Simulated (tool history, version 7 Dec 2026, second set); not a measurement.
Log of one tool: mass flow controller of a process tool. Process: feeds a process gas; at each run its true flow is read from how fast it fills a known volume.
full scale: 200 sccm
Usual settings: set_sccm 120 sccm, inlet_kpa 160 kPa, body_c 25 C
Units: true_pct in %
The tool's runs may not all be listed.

| run | hour | set_sccm | inlet_kpa | body_c | true_pct |
|---|---|---|---|---|---|
| 1 | 0 | 120 | 160 | 25 | 100.02 |
| 2 | 72.6 | 155 | 160 | 25 | 100.15 |
| 3 | 139.9 | 120 | 160 | 29 | 100.41 |
| 4 | 206.3 | 120 | 160 | 29 | 100.45 |
| 5 | 274 | 120 | 160 | 29 | 100.5 |
| 6 | 337.1 | 120 | 160 | 29 | 100.44 |
| 7 | 374 | 120 | 160 | 29 | 100.53 |
| 8 | 439.9 | 120 | 160 | 25 | 100.24 |
| 9 | 508.6 | 120 | 156 | 25 | 100.08 |
| 10 | 565.1 | 61 | 160 | 25 | 100.18 |
| 11 | 619 | 61 | 160 | 25 | 100.23 |
| 12 | 666.5 | 61 | 160 | 37 | 101.65 |
| 13 | 728 | 61 | 160 | 37 | 101.57 |
| 14 | 787.8 | 36 | 160 | 25 | 100.68 |
| 15 | 844.8 | 36 | 160 | 25 | 100.62 |
| 16 | 915.9 | 120 | 160 | 25 | 100.27 |
| 17 | 950.3 | 120 | 160 | 25 | 100.22 |
| 18 | 1016.7 | 120 | 160 | 30 | 100.78 |
| 19 | 1068.2 | 120 | 160 | 30 | 100.8 |
| 20 | 1144.3 | 113 | 160 | 30 | 100.82 |
| 21 | 1219.2 | 120 | 160 | 25 | 100.29 |
| 22 | 1289.6 | 120 | 160 | 25 | 100.25 |
| 23 | 1330.9 | 55 | 234 | 25 | 100.89 |
| 24 | 1393.9 | 147 | 234 | 22 | 100.58 |
| 25 | 1448.3 | 95 | 272 | 27 | 101.35 |
| 26 | 1497.3 | 31 | 209 | 30 | 101.9 |
| 27 | 1559.9 | 26 | 156 | 22 | 101.2 |
| 28 | 1603 | 26 | 156 | 22 | 101.21 |
| 29 | 1642.9 | 26 | 156 | 22 | 101.2 |
| 30 | 1690.6 | 26 | 156 | 22 | 101.32 |
| 31 | 1729.1 | 70 | 238 | 28 | 101.37 |
| 32 | 1767.3 | 196 | 226 | 22 | 100.78 |
| 33 | 1826.8 | 196 | 226 | 22 | 100.76 |
| 34 | 1864.4 | 82 | 226 | 38 | 102.3 |
| 35 | 1910.4 | 21 | 211 | 25 | 102.54 |
| 36 | 1984.7 | 26 | 234 | 25 | 102.39 |
| 37 | 2018 | 191 | 174 | 29 | 101.18 |
| 38 | 2079.5 | 60 | 142 | 21 | 100.14 |
| 39 | 2150.5 | 60 | 142 | 21 | 100.35 |
| 40 | 2204.7 | 120 | 161 | 38 | 102.06 |
| 41 | 2255.3 | 23 | 240 | 22 | 102.5 |
| 42 | 2317.4 | 23 | 240 | 36 | 104.08 |
| 43 | 2372.9 | 120 | 236 | 27 | 101.36 |

Some steps in true_pct between neighbouring runs. How much of each would the tool show without its hidden state too (settings, what came in, random variation), and how much is left for the hidden state, with any gauge scatter that isn't in both results?
The hidden state here: flow at rest that the sensor doesn't see, % of full scale; true flow over the shown one, %; drift of the gauge itself on true_pct, %.
Run 34 -> 35: set_sccm 82 -> 21, inlet_kpa 226 -> 211, body_c 38 -> 25. true_pct +0.24 %: hidden state +2.05, all else -1.81.
Run 39 -> 40: set_sccm 60 -> 120, inlet_kpa 142 -> 161, body_c 21 -> 38. true_pct +1.71 %: hidden state -0.49, all else +2.2.
Run 40 -> 41: set_sccm 120 -> 23, inlet_kpa 161 -> 240, body_c 38 -> 22. true_pct +0.44 %: hidden state +2.19, all else -1.75.
Run 41 -> 42: body_c 22 -> 36. true_pct +1.58 %: hidden state +0.03, all else +1.55.
Run 42 -> 43: set_sccm 23 -> 120, inlet_kpa 240 -> 236, body_c 36 -> 27. true_pct -2.72 %: hidden state -2.18, all else -0.54.

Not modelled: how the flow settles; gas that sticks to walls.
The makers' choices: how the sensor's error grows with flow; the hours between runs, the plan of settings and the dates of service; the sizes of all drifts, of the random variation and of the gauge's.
